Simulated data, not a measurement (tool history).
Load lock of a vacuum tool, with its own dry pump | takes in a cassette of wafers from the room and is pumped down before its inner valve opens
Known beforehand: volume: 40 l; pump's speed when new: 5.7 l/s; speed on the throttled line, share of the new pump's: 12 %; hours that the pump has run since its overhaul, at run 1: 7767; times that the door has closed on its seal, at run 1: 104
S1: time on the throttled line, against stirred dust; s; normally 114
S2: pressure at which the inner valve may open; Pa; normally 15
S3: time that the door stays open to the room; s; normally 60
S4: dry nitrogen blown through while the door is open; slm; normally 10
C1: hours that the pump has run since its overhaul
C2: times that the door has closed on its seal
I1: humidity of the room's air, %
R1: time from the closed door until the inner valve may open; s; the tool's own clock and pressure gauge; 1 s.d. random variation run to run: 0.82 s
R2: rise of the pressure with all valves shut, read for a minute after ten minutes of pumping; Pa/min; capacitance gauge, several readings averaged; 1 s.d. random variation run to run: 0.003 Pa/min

run     day   S1  S2   S3  S4    C1    C2    I1     R1     R2
  1       0  114  15   60  10  7767   104  45.3    163  0.039
  2   3.788  114  15   70  10  7858   283  46.2  162.4  0.031
  3   8.246  114  15   70  10  7964   493  44.2  162.1  0.036
  4  10.379  114  14   60  10  8016   593  45.9    164  0.036
  5    12.6  114  10   60  10  8069   698  43.4  166.9  0.031
  6  14.879  114  10   60  10  8124   805  45.7  165.5  0.031
  7  16.871  114  10   60  10  8172   899  46.2  165.8  0.043
  8  19.492  152  15   60  10  8234  1023  43.2  195.9  0.029
  9  22.271  152  15   60  10  8301  1154  44.3  196.5  0.035
 10  24.996  152  15   60  10  8367  1282  45.5  195.1  0.035
 11  27.017  152  15   60  10  8415  1377  43.6  197.1  0.034
 12  31.254  152  15   60  10  8517  1577  45.2  193.3  0.034
 13  35.238  152  15   60  10  8612  1765  45.4    194  0.037
 14    37.1  152  15   60  10  8657  1853  42.8  195.5  0.041
 15  40.421  121  22   60  12  8737  2009  44.9  165.6  0.033
 16   42.45  121  22   60  12  8785  2105  46.3  165.6  0.032
 17  45.112  149  20   60  12  8849  2230  44.2    192  0.031
 18   47.05  149  16   37   5  8896  2321  43.8  193.4   0.03
 19  50.642  214  27   60  10  8982  2491    44    248   0.04
 20  53.812   80  20  142  11  9058  2640  45.5  129.6  0.049
 21  57.575  114  17   60  12  9148  2817  43.1  161.7  0.031

Branching from run 21: 5 alternative next runs. What would each branch give?
  A  60.546   86  15  124  38  9220  2957  45.7   ?   ?
  B  60.546  167  15   60  28  9220  2957  42.7   ?   ?
  C  60.546  114  23   60  10  9220  2957  46.1   ?   ?
  D  60.546   91  13   34  12  9220  2957  45.6   ?   ?
  E  60.546   59  10   60  10  9220  2957  45.6   ?   ?

run     R1     R2
  A  138.8  0.031
  B  209.1  0.024
  C  158.5  0.033
  D  142.9  0.029
  E  117.4  0.039
With the hidden condition removed and each run's random variation left untouched, the same runs would have given:
run     R1     R2
  A  138.8  0.031
  B  209.1  0.024
  C  158.5  0.033
  D  142.9  0.029
  E  117.4  0.039
